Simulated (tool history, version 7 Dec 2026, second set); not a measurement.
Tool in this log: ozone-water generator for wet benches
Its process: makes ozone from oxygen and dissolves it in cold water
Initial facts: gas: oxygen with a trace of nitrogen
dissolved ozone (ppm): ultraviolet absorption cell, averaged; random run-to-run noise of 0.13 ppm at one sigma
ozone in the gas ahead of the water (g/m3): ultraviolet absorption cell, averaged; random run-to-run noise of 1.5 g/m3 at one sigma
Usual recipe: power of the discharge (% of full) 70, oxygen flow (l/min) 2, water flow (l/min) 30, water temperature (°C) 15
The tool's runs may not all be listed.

run   hour  power of the discharge (% of full)  oxygen flow (l/min)  water flow (l/min)  water temperature (°C)  dissolved ozone (ppm)  ozone in the gas ahead of the water (g/m3)
  1      0                                  70                    2                  30                      15                   12.4                                       270.3
  2   25.5                                  70                    2                  30                      15                   12.5                                       272.4
  3   67.1                                  70                    2                  30                       9                   12.9                                       268.2
  4   99.3                                  70                    2                  30                       9                   13.1                                       271.8
  5  137.6                                  70                    2                  18                       9                   21.8                                       271.9
  6  168.9                                  70                    2                  18                       9                   21.8                                       271.4
  7  215.5                                  70                    2                  18                       9                   22.1                                       269.3
  8    245                                  60                    2                  28                      15                   12.2                                       240.4
  9  273.2                                  54                 1.54                  29                       8                   10.6                                       263.9

Predict the results of run 10:
 10  295.9                                  73                 1.27                  42                      16                      ?                                           ?

{"run 10": {"dissolved ozone (ppm)": 7.7, "ozone in the gas ahead of the water (g/m3)": 370.5}}
On a tool with no hidden condition, and with the same random variation, this run would have come out at dissolved ozone (ppm) 8.3, ozone in the gas ahead of the water (g/m3) 380.7.
